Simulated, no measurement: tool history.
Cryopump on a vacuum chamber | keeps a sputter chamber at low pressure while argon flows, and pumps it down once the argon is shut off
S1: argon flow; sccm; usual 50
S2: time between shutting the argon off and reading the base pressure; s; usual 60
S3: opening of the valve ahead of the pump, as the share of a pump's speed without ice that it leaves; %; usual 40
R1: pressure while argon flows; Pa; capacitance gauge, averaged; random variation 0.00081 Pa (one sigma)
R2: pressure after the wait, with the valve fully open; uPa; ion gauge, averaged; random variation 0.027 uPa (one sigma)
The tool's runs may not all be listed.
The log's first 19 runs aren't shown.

run 20 hour=226.1 | S1=21 S2=273 S3=15 | R1=0.1806 R2=0.72
run 21 hour=242.2 | S1=21 S2=75 S3=32 | R1=0.0862 R2=1.33
run 22 hour=251.1 | S1=21 S2=72 S3=22 | R1=0.1242 R2=1.33
run 23 hour=266.3 | S1=50 S2=26 S3=40 | R1=0.165 R2=2.86
run 24 hour=273.5 | S1=36 S2=60 S3=40 | R1=0.1187 R2=1.52
run 25 hour=287.7 | S1=48 S2=60 S3=20 | R1=0.3124 R2=1.5
run 26 hour=303.5 | S1=51 S2=292 S3=24 | R1=0.2795 R2=0.78
run 27 hour=318.9 | S1=77 S2=22 S3=43 | R1=0.2419 R2=3.32
run 28 hour=329.9 | S1=36 S2=63 S3=29 | R1=0.1657 R2=1.48
run 29 hour=345.9 | S1=50 S2=60 S3=37 | R1=0.1805 R2=1.57
run 30 hour=360.9 | S1=48 S2=28 S3=40 | R1=0.1632 R2=2.73
run 31 hour=374.3 | S1=26 S2=268 S3=32 | R1=0.1086 R2=0.8
run 32 hour=381.6 | S1=26 S2=268 S3=32 | R1=0.1095 R2=0.8
run 33 hour=389.1 | S1=26 S2=268 S3=32 | R1=0.1093 R2=0.78
run 34 hour=401.6 | S1=26 S2=268 S3=32 | R1=0.1095 R2=0.81

Forecast each of these 4 alternatives for the next run:
run A hour=416.5 | S1=63 S2=49 S3=29 | R1=? R2=?
run B hour=416.5 | S1=36 S2=22 S3=44 | R1=? R2=?
run C hour=416.5 | S1=41 S2=268 S3=42 | R1=? R2=?
run D hour=416.5 | S1=50 S2=210 S3=35 | R1=? R2=?

run=A R1=0.2922 R2=1.83
run=B R1=0.1146 R2=3.48
run=C R1=0.135 R2=0.81
run=D R1=0.194 R2=0.9
Without the tool's hidden state the same runs would have given:
run=A R1=0.2777 R2=1.47
run=B R1=0.1063 R2=3.12
run=C R1=0.1256 R2=0.46
run=D R1=0.1825 R2=0.56
